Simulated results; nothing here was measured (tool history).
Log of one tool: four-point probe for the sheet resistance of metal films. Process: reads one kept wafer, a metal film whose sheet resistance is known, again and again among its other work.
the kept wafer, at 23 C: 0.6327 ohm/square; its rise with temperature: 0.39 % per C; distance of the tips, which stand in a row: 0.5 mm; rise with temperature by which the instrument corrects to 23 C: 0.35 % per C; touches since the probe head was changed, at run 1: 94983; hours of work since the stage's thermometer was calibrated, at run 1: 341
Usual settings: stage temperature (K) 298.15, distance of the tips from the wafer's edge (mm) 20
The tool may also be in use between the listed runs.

| run | hour | stage temperature (K) | distance of the tips from the wafer's edge (mm) | touches since the probe head was changed | hours of work since the stage's thermometer was calibrated | sheet resistance as the instrument gives it (ohm/square) |
|---|---|---|---|---|---|---|
| 1 | 0.0 | 298.15 | 20 | 94983 | 341 | 0.640904 |
| 2 | 73.9 | 298.15 | 20 | 98081 | 379 | 0.641335 |
| 3 | 152.1 | 298.15 | 20 | 101362 | 420 | 0.641429 |
|  | 211.6 | new probe head fitted |
| 4 | 238.4 | 298.15 | 20 | 1124 | 465 | 0.632505 |
| 5 | 296.0 | 298.15 | 20 | 3541 | 495 | 0.632624 |
| 6 | 342.8 | 298.15 | 20 | 5503 | 519 | 0.632739 |
| 7 | 408.2 | 305.15 | 20 | 8244 | 553 | 0.634358 |
| 8 | 449.7 | 292.15 | 20 | 9983 | 575 | 0.631842 |
| 9 | 505.5 | 292.15 | 20 | 12324 | 604 | 0.631861 |
| 10 | 588.3 | 300.15 | 20 | 15795 | 647 | 0.633841 |
| 11 | 657.7 | 293.15 | 20 | 18706 | 683 | 0.632820 |
| 12 | 704.9 | 298.15 | 20 | 20684 | 708 | 0.633930 |
| 13 | 796.8 | 297.15 | 20 | 24537 | 756 | 0.633950 |
| 14 | 858.7 | 297.15 | 20 | 27134 | 788 | 0.634029 |
| 15 | 914.2 | 292.15 | 20 | 29462 | 817 | 0.633141 |
| 16 | 969.8 | 292.15 | 20 | 31793 | 846 | 0.633362 |
| 17 | 1021.9 | 298.15 | 6 | 33976 | 873 | 0.636969 |
| 18 | 1100.8 | 298.15 | 6 | 37287 | 915 | 0.637069 |
| 19 | 1151.9 | 298.15 | 6 | 39429 | 941 | 0.637236 |
| 20 | 1230.8 | 298.15 | 6 | 42736 | 982 | 0.637679 |
| 21 | 1294.5 | 298.15 | 6 | 45406 | 1016 | 0.637611 |
| 22 | 1368.9 | 307.15 | 6 | 48527 | 1055 | 0.639814 |
| 23 | 1443.6 | 298.15 | 20 | 51657 | 1093 | 0.636090 |
| 24 | 1487.6 | 292.15 | 10 | 53502 | 1116 | 0.635493 |
| 25 | 1554.1 | 301.15 | 6 | 56291 | 1151 | 0.639305 |
| 26 | 1638.7 | 301.15 | 6 | 59841 | 1195 | 0.639341 |
| 27 | 1726.1 | 300.15 | 8 | 63502 | 1241 | 0.638317 |
| 28 | 1778.7 | 298.15 | 23 | 65711 | 1268 | 0.636998 |
| 29 | 1864.2 | 308.15 | 3 | 69292 | 1313 | 0.648337 |
|  | 1871.9 | stage's thermometer calibrated |
| 30 | 1944.5 | 291.15 | 19 | 72641 | 38 | 0.636286 |
| 31 | 2009.8 | 306.15 | 23 | 75377 | 72 | 0.639335 |

Run 32 comes next. What will it give?
|  | 2032.0 | stage's thermometer calibrated, once more |
| 32 | 2065.0 | 308.15 | 11 | 77673 | 17 | ? |

sheet resistance as the instrument gives it (ohm/square): 0.639643
Without the tool's hidden state the same run would have given sheet resistance as the instrument gives it (ohm/square) 0.635876.
